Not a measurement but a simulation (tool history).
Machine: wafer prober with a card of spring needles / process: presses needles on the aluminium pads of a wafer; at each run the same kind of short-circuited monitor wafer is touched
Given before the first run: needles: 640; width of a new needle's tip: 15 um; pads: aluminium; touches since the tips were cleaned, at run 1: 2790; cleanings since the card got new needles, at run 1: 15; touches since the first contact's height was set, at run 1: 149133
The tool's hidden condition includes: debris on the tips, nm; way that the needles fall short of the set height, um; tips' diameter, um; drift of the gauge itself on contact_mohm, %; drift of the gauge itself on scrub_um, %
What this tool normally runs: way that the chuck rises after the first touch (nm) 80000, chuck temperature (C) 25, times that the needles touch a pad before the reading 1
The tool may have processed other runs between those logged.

run,hour,way that the chuck rises after the first touch (nm),chuck temperature (C),times that the needles touch a pad before the reading,touches since the tips were cleaned,cleanings since the card got new needles,touches since the first contact's height was set,resistance of one needle with its contact and lead (mohm),way that a needle slides on the pad (nm)
1,0.0,80000,25,1,2790,15,149133,123,21440
2,8.9,80000,25,1,6362,15,152705,127,21300
# hour 14.2: tips cleaned on abrasive film
3,17.1,80000,25,3,1164,16,155996,125,21400
4,24.1,64000,25,1,3990,16,158822,129,17130
5,29.0,64000,25,1,5928,16,160760,128,17170
# hour 35.4: tips cleaned on abrasive film
6,37.8,80000,25,1,961,17,164283,126,21370
7,43.1,80000,25,1,3084,17,166406,127,21450
8,48.9,80000,25,1,5438,17,168760,125,21410
9,54.1,80000,25,1,7541,17,170863,127,21390
# hour 56.5: tips cleaned on abrasive film
10,60.7,80000,25,1,1705,18,173488,127,21470
11,67.9,80000,25,1,4568,18,176351,125,21420
12,73.2,80000,25,1,6717,18,178500,126,21420
# hour 77.9: tips cleaned on abrasive film
13,79.4,76000,61,2,587,19,180958,132,20320
14,88.0,64000,73,1,4058,19,184429,138,17180
15,92.8,64000,73,1,6008,19,186379,135,17150
16,98.2,64000,31,3,8165,19,188536,130,17240
# hour 99.0: tips cleaned on abrasive film
17,103.6,63000,44,2,1851,20,190685,130,16940
18,110.5,67000,35,2,4604,20,193438,128,18000
# hour 120.1: tips cleaned on abrasive film
19,120.1,83000,93,1,0,21,197275,139,22280
# hour 124.3: height of the first contact set anew
20,129.2,97000,76,1,3555,21,1996,132,26100
21,136.9,97000,76,1,6645,21,5086,135,26160
# hour 141.3: tips cleaned on abrasive film
22,143.8,97000,76,1,1025,22,7841,132,26090
23,150.8,60000,30,2,3849,22,10665,128,16220

Some steps in way that a needle slides on the pad (nm) between neighbouring runs. How much of each would the tool show without its hidden state too (settings, what came in, random variation), and how much is left for the hidden state, with any gauge scatter that isn't in both results?
Run 18 -> 19: way that the chuck rises after the first touch (nm) 67000 -> 83000, chuck temperature (C) 35 -> 93, times that the needles touch a pad before the reading 2 -> 1, tips cleaned on abrasive film. way that a needle slides on the pad (nm) +4280: hidden state +30, all else +4250.
Run 19 -> 20: way that the chuck rises after the first touch (nm) 83000 -> 97000, chuck temperature (C) 93 -> 76, height of the first contact set anew. way that a needle slides on the pad (nm) +3820: hidden state +40, all else +3780.
Run 22 -> 23: way that the chuck rises after the first touch (nm) 97000 -> 60000, chuck temperature (C) 76 -> 30, times that the needles touch a pad before the reading 1 -> 2. way that a needle slides on the pad (nm) -9870: hidden state -60, all else -9810.
